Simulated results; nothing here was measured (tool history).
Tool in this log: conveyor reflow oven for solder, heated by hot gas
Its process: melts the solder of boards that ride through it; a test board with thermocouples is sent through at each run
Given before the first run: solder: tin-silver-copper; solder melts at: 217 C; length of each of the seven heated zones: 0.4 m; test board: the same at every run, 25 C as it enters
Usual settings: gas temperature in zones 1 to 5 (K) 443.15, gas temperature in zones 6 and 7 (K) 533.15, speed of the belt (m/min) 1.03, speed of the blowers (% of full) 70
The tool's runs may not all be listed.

run	hour	gas temperature in zones 1 to 5 (K)	gas temperature in zones 6 and 7 (K)	speed of the belt (m/min)	speed of the blowers (% of full)	highest temperature of the board (K)	time above the solder's melting point (s)
1	0	443.15	533.15	1.03	70	517.95	30.4
2	38.7	443.15	533.15	1.03	70	518.25	30.3
3	60.1	443.15	533.15	0.98	70	519.35	32.8
4	88.7	453.15	533.15	1.03	70	520.05	33.7
5	112	453.15	533.15	1.03	70	520.15	33.7
6	149.1	443.15	533.15	1.03	70	517.95	30.2
7	175.7	443.15	533.15	1.03	70	517.95	30.3
8	214.6	443.15	533.15	1.03	70	518.15	30.1
9	243.8	443.15	533.15	1.03	87	520.45	32
10	272.5	443.15	533.15	1.03	87	520.25	31.9
11	308.2	443.15	533.15	1.03	87	522.05	33
12	334.6	443.15	533.15	1.03	70	516.55	29.7
13	381	443.15	533.15	1.03	70	516.45	29.9
14	409.4	443.15	533.15	1.03	55	513.55	27.1
15	446.1	443.15	533.15	1	70	517.45	31.4
16	467	443.15	533.15	1	70	517.45	31.5
17	509.1	443.15	543.15	1	83	528.35	37.3
18	530.2	454.15	522.15	1.07	51	505.15	22.2
19	557.5	454.15	522.15	1.07	51	504.85	22
20	588.9	454.15	522.15	1.07	51	504.45	20.7
21	608.4	451.15	522.15	1.07	63	506.05	21.9
22	640.3	443.15	532.15	1.03	52	511.25	24.6
23	670.1	443.15	532.15	1.03	52	511.15	25
24	702	439.15	533.15	1.03	67	514.45	26.5
25	744.5	432.15	539.15	0.96	67	520.85	31.6
26	781.9	432.15	539.15	0.96	67	520.25	31.4
27	801.4	432.15	539.15	0.96	67	520.55	31.5
28	842.2	435.15	545.15	0.96	58	524.45	33.8
29	865	436.15	533.15	1.03	70	513.95	26.1
30	884.6	436.15	533.15	1.03	70	514.15	25.9
31	930.4	452.15	533.15	1.03	51	515.25	29.8

Missing from the log above: 5 entries noted between runs. For each, name the pair of listed runs it sits between and say how the tool's hidden condition differs from the listed run just before to the listed run just after:
Logged between run 10 and run 11: flux residue cleaned out of gas plates and filters (hour 289.7)
  heat that the gas passes to the board, % of a clean oven's: 93.2 -> 99.6; belt's true speed, % of the reading: 98.71 -> 98.68; true gas temperature in zones 6 and 7 over the reading, C: 3.49 -> 3.55
  what was measured, less what the result would be without the hidden state, highest temperature of the board (K): +1.6 -> +3.3; time above the solder's melting point (s): +0.9 -> +2.1
Logged between run 11 and run 12: thermocouples of zones 6 and 7 changed (hour 312.7)
  heat that the gas passes to the board, % of a clean oven's: 99.6 -> 99.3; belt's true speed, % of the reading: 98.68 -> 98.66; true gas temperature in zones 6 and 7 over the reading, C: 3.55 -> 0.21
  what was measured, less what the result would be without the hidden state, highest temperature of the board (K): +3.3 -> +0.4; time above the solder's melting point (s): +2.1 -> +0.7
Logged between run 16 and run 17: belt drive overhauled, speed set with a stopwatch (hour 473.9)
  heat that the gas passes to the board, % of a clean oven's: 97.8 -> 97.3; belt's true speed, % of the reading: 98.54 -> 97.74; true gas temperature in zones 6 and 7 over the reading, C: 0.47 -> 0.55
  what was measured, less what the result would be without the hidden state, highest temperature of the board (K): +0.4 -> +0.5; time above the solder's melting point (s): +0.6 -> +1
Logged between run 19 and run 20: belt drive overhauled, speed set with a stopwatch, once more (hour 574.8)
  heat that the gas passes to the board, % of a clean oven's: 96.7 -> 96.4; belt's true speed, % of the reading: 97.69 -> 100.03; true gas temperature in zones 6 and 7 over the reading, C: 0.65 -> 0.7
  what was measured, less what the result would be without the hidden state, highest temperature of the board (K): +0.6 -> -0.1; time above the solder's melting point (s): +1 -> -0.4
Logged between run 30 and run 31: flux residue cleaned out of gas plates and filters (hour 893.1)
  heat that the gas passes to the board, % of a clean oven's: 93.2 -> 98.8; belt's true speed, % of the reading: 99.76 -> 99.72; true gas temperature in zones 6 and 7 over the reading, C: 1.27 -> 1.35
  what was measured, less what the result would be without the hidden state, highest temperature of the board (K): -0.8 -> +0.9; time above the solder's melting point (s): -0.8 -> +0.7

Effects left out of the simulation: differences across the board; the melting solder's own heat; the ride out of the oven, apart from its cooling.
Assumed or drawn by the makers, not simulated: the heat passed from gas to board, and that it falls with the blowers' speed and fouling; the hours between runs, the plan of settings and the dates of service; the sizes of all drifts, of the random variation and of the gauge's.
